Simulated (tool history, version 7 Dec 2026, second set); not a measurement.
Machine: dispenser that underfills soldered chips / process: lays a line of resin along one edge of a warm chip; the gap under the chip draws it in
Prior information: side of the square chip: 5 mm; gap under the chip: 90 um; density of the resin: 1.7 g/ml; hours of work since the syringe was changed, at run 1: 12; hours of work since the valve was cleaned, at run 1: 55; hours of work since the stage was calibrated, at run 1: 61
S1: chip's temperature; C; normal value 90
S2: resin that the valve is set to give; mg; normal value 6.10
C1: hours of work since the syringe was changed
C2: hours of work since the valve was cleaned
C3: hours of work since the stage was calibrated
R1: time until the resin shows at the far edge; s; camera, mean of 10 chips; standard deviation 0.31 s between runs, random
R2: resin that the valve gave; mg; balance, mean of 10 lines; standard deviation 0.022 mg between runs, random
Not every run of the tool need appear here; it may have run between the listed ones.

run,hour,S1,S2,C1,C2,C3,R1,R2
1,0.0,90,6.10,12,55,61,19.9,5.88
# hour 0.7: new syringe of resin
2,3.0,90,6.10,2,58,63,9.7,5.82
3,6.9,90,6.10,5,61,66,12.0,5.82
4,10.5,98,6.10,8,64,69,11.1,5.77
5,12.9,90,6.59,10,66,71,17.2,6.27
# hour 15.9: dispensing valve cleaned and set on the balance
# hour 16.8: new syringe of resin
6,17.4,90,6.59,0,1,73,8.9,6.61
7,20.6,90,5.78,3,4,76,10.8,5.74
8,23.7,90,5.78,5,6,78,12.7,5.76
9,26.6,90,6.10,8,8,81,14.7,6.10
10,30.0,90,6.10,10,11,83,18.2,6.03
# hour 31.9: new syringe of resin
11,33.3,90,7.63,1,13,86,9.4,7.56
12,37.4,86,5.37,4,17,89,14.1,5.31
13,42.1,82,5.41,8,20,93,21.7,5.30
14,45.7,82,5.41,11,23,96,26.2,5.31
# hour 46.9: new syringe of resin
15,48.4,85,5.68,1,25,97,10.5,5.55
16,51.8,85,5.68,4,28,100,14.4,5.58
17,54.7,81,7.23,6,30,102,18.2,7.03
18,58.1,92,6.87,9,33,105,14.6,6.65
19,60.9,88,6.10,11,35,107,20.3,5.94
# hour 62.2: new syringe of resin
20,65.3,76,6.01,2,38,111,17.8,5.83
21,69.4,80,7.33,6,42,114,18.3,7.09
22,73.3,80,7.33,9,45,117,22.6,7.07

Below are 4 alternative next runs, each starting from the tool's condition after run 22. Predict each:
A,75.5,81,6.18,11,47,119,?,?
B,75.5,96,5.58,11,47,119,?,?
C,75.5,87,7.33,11,47,119,?,?
D,75.5,89,6.69,11,47,119,?,?

run,R1,R2
A,25.4,5.94
B,15.2,5.34
C,21.0,7.04
D,19.2,6.43
With the hidden condition removed and each run's random variation left untouched, the same runs would have given:
run,R1,R2
A,11.0,6.17
B,6.5,5.55
C,9.4,7.31
D,8.7,6.68
